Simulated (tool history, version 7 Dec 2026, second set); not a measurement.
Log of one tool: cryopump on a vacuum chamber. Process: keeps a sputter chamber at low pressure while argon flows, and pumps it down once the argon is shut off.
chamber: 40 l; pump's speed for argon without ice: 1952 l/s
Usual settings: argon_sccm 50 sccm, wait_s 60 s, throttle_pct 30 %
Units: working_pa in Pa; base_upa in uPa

run 1 hour=0 | argon_sccm=50 wait_s=60 throttle_pct=30 | working_pa=0.1463 base_upa=1.66
run 2 hour=27.3 | argon_sccm=50 wait_s=60 throttle_pct=30 | working_pa=0.1462 base_upa=1.69
run 3 hour=62.7 | argon_sccm=50 wait_s=60 throttle_pct=30 | working_pa=0.1457 base_upa=1.65
run 4 hour=110.8 | argon_sccm=50 wait_s=60 throttle_pct=30 | working_pa=0.1483 base_upa=1.71
run 5 hour=147.2 | argon_sccm=50 wait_s=60 throttle_pct=30 | working_pa=0.1479 base_upa=1.76
run 6 hour=188.1 | argon_sccm=26 wait_s=60 throttle_pct=30 | working_pa=0.0764 base_upa=1.75
run 7 hour=223.4 | argon_sccm=40 wait_s=60 throttle_pct=30 | working_pa=0.1178 base_upa=1.84
run 8 hour=252.8 | argon_sccm=50 wait_s=60 throttle_pct=30 | working_pa=0.1471 base_upa=1.81
run 9 hour=289.6 | argon_sccm=50 wait_s=60 throttle_pct=30 | working_pa=0.1486 base_upa=1.8
run 10 hour=341.4 | argon_sccm=50 wait_s=254 throttle_pct=45 | working_pa=0.1012 base_upa=1.05
run 11 hour=387.9 | argon_sccm=50 wait_s=60 throttle_pct=39 | working_pa=0.1159 base_upa=1.92
run 12 hour=446.3 | argon_sccm=24 wait_s=108 throttle_pct=50 | working_pa=0.0436 base_upa=1.43
run 13 hour=502.8 | argon_sccm=24 wait_s=108 throttle_pct=50 | working_pa=0.044 base_upa=1.49
run 14 hour=557.7 | argon_sccm=24 wait_s=108 throttle_pct=50 | working_pa=0.0447 base_upa=1.51
run 15 hour=603.3 | argon_sccm=34 wait_s=153 throttle_pct=51 | working_pa=0.0623 base_upa=1.35
run 16 hour=639.6 | argon_sccm=50 wait_s=136 throttle_pct=15 | working_pa=0.2964 base_upa=1.44
run 17 hour=663.4 | argon_sccm=50 wait_s=136 throttle_pct=15 | working_pa=0.2973 base_upa=1.51
run 18 hour=721.5 | argon_sccm=50 wait_s=136 throttle_pct=15 | working_pa=0.2942 base_upa=1.48

Forecast each of these 3 alternatives for the next run:
run A hour=763.9 | argon_sccm=50 wait_s=45 throttle_pct=36 | working_pa=? base_upa=?
run B hour=763.9 | argon_sccm=58 wait_s=195 throttle_pct=30 | working_pa=? base_upa=?
run C hour=763.9 | argon_sccm=50 wait_s=136 throttle_pct=24 | working_pa=? base_upa=?

run=A working_pa=0.1284 base_upa=2.59
run=B working_pa=0.1756 base_upa=1.41
run=C working_pa=0.1891 base_upa=1.58
Without the tool's hidden state the same runs would have given:
run=A working_pa=0.1208 base_upa=1.68
run=B working_pa=0.1668 base_upa=0.48
run=C working_pa=0.1814 base_upa=0.65
